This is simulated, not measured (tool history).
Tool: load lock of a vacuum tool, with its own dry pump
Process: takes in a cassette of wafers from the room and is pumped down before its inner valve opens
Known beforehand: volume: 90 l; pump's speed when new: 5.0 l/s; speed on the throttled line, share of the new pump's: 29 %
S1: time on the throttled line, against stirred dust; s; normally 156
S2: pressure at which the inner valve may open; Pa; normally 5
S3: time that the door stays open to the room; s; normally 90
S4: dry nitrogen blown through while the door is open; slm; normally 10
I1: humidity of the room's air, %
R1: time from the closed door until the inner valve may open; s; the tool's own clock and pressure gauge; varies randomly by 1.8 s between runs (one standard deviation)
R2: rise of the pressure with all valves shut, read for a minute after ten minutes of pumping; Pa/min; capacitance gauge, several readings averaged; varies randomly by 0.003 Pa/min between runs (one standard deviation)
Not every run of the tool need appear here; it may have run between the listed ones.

Run 1, hour 0.0: usual settings; I1 46.5. Result: R1 290.5 s, R2 0.031 Pa/min.
Run 2, hour 139.0: usual settings; I1 46.0. Result: R1 290.5 s, R2 0.027 Pa/min.
Run 3, hour 248.5: usual settings; I1 43.3. Result: R1 291.4 s, R2 0.030 Pa/min.
Run 4, hour 390.4: usual settings; I1 48.2. Result: R1 292.5 s, R2 0.030 Pa/min.
Run 5, hour 494.5: usual settings; I1 44.9. Result: R1 291.7 s, R2 0.027 Pa/min.
Run 6, hour 604.9: usual settings but S2 7 Pa; I1 44.1. Result: R1 286.8 s, R2 0.034 Pa/min.
Run 7, hour 700.8: usual settings but S2 7 Pa; I1 44.0. Result: R1 284.1 s, R2 0.034 Pa/min.
Run 8, hour 763.6: usual settings; I1 41.9. Result: R1 291.3 s, R2 0.030 Pa/min.
Run 9, hour 864.7: usual settings; I1 44.5. Result: R1 285.9 s, R2 0.034 Pa/min.
Run 10, hour 999.3: usual settings but S2 4 Pa; I1 46.6. Result: R1 295.5 s, R2 0.031 Pa/min.
Run 11, hour 1127.5: usual settings; I1 45.0. Result: R1 289.4 s, R2 0.034 Pa/min.
Run 12, hour 1191.2: usual settings; I1 47.8. Result: R1 291.5 s, R2 0.037 Pa/min.
Run 13, hour 1269.5: usual settings but S4 24 slm; I1 40.4. Result: R1 290.3 s, R2 0.018 Pa/min.
Run 14, hour 1402.8: usual settings; I1 44.5. Result: R1 291.3 s, R2 0.033 Pa/min.
Run 15, hour 1467.1: usual settings; I1 45.5. Result: R1 292.3 s, R2 0.034 Pa/min.
Run 16, hour 1584.1: usual settings; I1 46.0. Result: R1 289.8 s, R2 0.037 Pa/min.
Run 17, hour 1715.3: usual settings; I1 44.4. Result: R1 289.2 s, R2 0.033 Pa/min.
Run 18, hour 1815.7: usual settings; I1 45.3. Result: R1 291.7 s, R2 0.031 Pa/min.
Run 19, hour 1881.6: usual settings but S2 7 Pa; I1 47.3. Result: R1 283.4 s, R2 0.034 Pa/min.
Run 20, hour 1989.8: usual settings but S1 264 s, S2 7 Pa; I1 44.3. Result: R1 360.5 s, R2 0.035 Pa/min.
Run 21, hour 2079.1: usual settings but S2 9 Pa, S4 6 slm; I1 47.5. Result: R1 282.1 s, R2 0.049 Pa/min.
Run 22, hour 2208.6: usual settings but S1 183 s, S2 9 Pa, S3 112 s, S4 6 slm; I1 43.6. Result: R1 300.1 s, R2 0.048 Pa/min.
Run 23, hour 2318.3: usual settings but S1 226 s, S2 6 Pa; I1 44.6. Result: R1 338.1 s, R2 0.026 Pa/min.
Run 24, hour 2417.1: usual settings but S1 226 s, S2 6 Pa; I1 44.3. Result: R1 340.9 s, R2 0.036 Pa/min.
Run 25, hour 2485.4: usual settings but S1 226 s, S2 6 Pa; I1 43.7. Result: R1 335.7 s, R2 0.030 Pa/min.
Run 26, hour 2588.6: usual settings but S1 226 s, S2 9 Pa, S3 147 s; I1 45.4. Result: R1 326.6 s, R2 0.042 Pa/min.
Run 27, hour 2730.8: usual settings but S1 79 s, S2 9 Pa, S3 64 s, S4 4 slm; I1 47.1. Result: R1 223.9 s, R2 0.039 Pa/min.
Run 28, hour 2816.7: usual settings but S1 263 s, S2 7 Pa, S3 78 s, S4 7 slm; I1 43.5. Result: R1 362.0 s, R2 0.037 Pa/min.
Run 29, hour 2881.1: usual settings but S2 7 Pa, S4 17 slm; I1 50.8. Result: R1 284.9 s, R2 0.027 Pa/min.
Run 30, hour 2965.1: usual settings but S2 7 Pa, S4 17 slm; I1 42.1. Result: R1 283.7 s, R2 0.024 Pa/min.
Run 31, hour 3091.7: usual settings but S1 134 s, S2 7 Pa, S3 30 s, S4 9 slm; I1 43.7. Result: R1 269.2 s, R2 0.020 Pa/min.
Run 32, hour 3228.8: usual settings but S1 134 s, S2 7 Pa, S3 30 s, S4 9 slm; I1 46.5. Result: R1 268.4 s, R2 0.024 Pa/min.
Run 33, hour 3332.5: usual settings but S3 113 s; I1 46.7. Result: R1 293.5 s, R2 0.045 Pa/min.
Run 34, hour 3465.6: usual settings but S3 113 s; I1 42.4. Result: R1 294.4 s, R2 0.033 Pa/min.
Run 35, hour 3552.9: usual settings but S3 220 s; I1 45.4. Result: R1 293.2 s, R2 0.053 Pa/min.
Run 36, hour 3628.7: usual settings but S1 103 s, S3 28 s; I1 42.4. Result: R1 256.1 s, R2 0.019 Pa/min.
Run 37, hour 3731.3: usual settings but S1 103 s, S3 28 s; I1 42.9. Result: R1 252.0 s, R2 0.015 Pa/min.

Below are 4 alternative next runs, each starting from the tool's condition after run 37. Predict each:
Run A, hour 3833.3: usual settings but S1 194 s, S4 26 slm; I1 43.7. Result: R1 ?, R2 ?.
Run B, hour 3833.3: usual settings but S1 303 s, S3 62 s; I1 48.0. Result: R1 ?, R2 ?.
Run C, hour 3833.3: usual settings but S1 208 s, S2 7 Pa, S3 28 s; I1 45.0. Result: R1 ?, R2 ?.
Run D, hour 3833.3: usual settings but S1 103 s, S2 8 Pa, S3 28 s; I1 46.3. Result: R1 ?, R2 ?.

run     R1     R2
  A  320.8  0.014
  B  395.3  0.024
  C  320.3  0.016
  D  241.9  0.018
Take away the tool's hidden state, keep each run's random variation, and the runs would have read:
run     R1     R2
  A  320.6  0.014
  B  395.2  0.024
  C  320.1  0.016
  D  241.7  0.018
